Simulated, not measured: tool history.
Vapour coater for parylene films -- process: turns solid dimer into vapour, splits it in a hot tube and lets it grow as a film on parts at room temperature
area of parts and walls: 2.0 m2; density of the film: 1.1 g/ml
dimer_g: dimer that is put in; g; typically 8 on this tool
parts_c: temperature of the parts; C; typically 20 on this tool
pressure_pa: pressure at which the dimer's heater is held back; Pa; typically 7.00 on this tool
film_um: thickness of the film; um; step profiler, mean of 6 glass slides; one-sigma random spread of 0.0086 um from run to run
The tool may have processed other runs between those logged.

run,hour,dimer_g,parts_c,pressure_pa,film_um
1,0.0,8,20,7.00,1.899
# hour 42.7: table's thermometer calibrated
2,55.7,8,20,7.00,1.901
3,119.7,8,20,7.00,1.889
4,147.0,8,20,7.00,1.895
5,204.2,8,20,7.00,1.885
6,235.2,8,20,7.00,1.879
7,286.7,8,20,7.00,1.870
8,335.3,3,20,7.00,0.707
9,362.8,7,20,7.00,1.620
10,427.6,7,20,7.00,1.631
# hour 453.6: trap's valve overhauled
11,493.5,8,20,7.00,1.870
12,527.7,8,15,7.00,2.195
13,561.1,8,15,2.06,2.960
14,605.4,8,15,2.06,2.965
15,657.2,8,15,2.06,2.949
16,701.5,8,15,2.06,2.954
17,736.1,8,15,2.06,2.968
18,792.1,7,15,2.06,2.579
# hour 803.8: gauge calibrated
19,820.3,8,20,7.00,1.905
20,866.7,8,20,7.00,1.896
21,916.0,3,20,7.00,0.719
22,954.1,3,20,7.00,0.700
23,1019.8,6,19,2.81,1.838
24,1051.2,6,19,2.81,1.826
25,1104.5,6,19,2.81,1.822
26,1152.4,6,19,2.81,1.816
27,1211.3,6,19,2.81,1.804
# hour 1227.0: trap's valve overhauled
28,1268.3,7,31,8.68,1.088
29,1330.6,4,31,7.90,0.638
30,1362.4,6,20,2.30,1.849
31,1410.3,10,20,11.11,2.063
32,1471.3,6,26,3.66,1.354
33,1525.9,5,20,4.45,1.278
34,1580.4,5,16,4.45,1.463
35,1644.5,5,16,4.45,1.478
36,1689.5,8,18,4.16,2.237
37,1738.3,7,20,7.00,1.606
38,1792.8,12,14,7.00,3.340
39,1825.1,12,14,7.00,3.306
40,1874.3,12,14,7.00,3.316
41,1906.7,3,14,9.28,0.777
42,1935.1,3,14,9.28,0.779
# hour 1997.7: trap's valve overhauled
43,1998.9,8,20,11.84,1.597

Pick out some run-to-run changes in film_um. Of each, how much would a tool without hidden state show as well, from the settings, what came in and chance, and how much is left for the hidden state and any gauge scatter not in both results compared?
The tool's hidden condition here consists of: vapour lost through the trap's worn valve, %; true temperature of the parts over the reading, C; drift of the gauge itself on film_um, %.
Run 18 -> 19: dimer_g 7 -> 8, parts_c 15 -> 20, pressure_pa 2.06 -> 7.00, gauge calibrated. film_um -0.674 um: hidden state +0.077, all else -0.751.
Run 29 -> 30: dimer_g 4 -> 6, parts_c 31 -> 20, pressure_pa 7.90 -> 2.30. film_um +1.211 um: hidden state -0.027, all else +1.238.
Run 37 -> 38: dimer_g 7 -> 12, parts_c 20 -> 14. film_um +1.734 um: hidden state -0.072, all else +1.806.
Run 40 -> 41: dimer_g 12 -> 3, pressure_pa 7.00 -> 9.28. film_um -2.539 um: hidden state +0.108, all else -2.647.
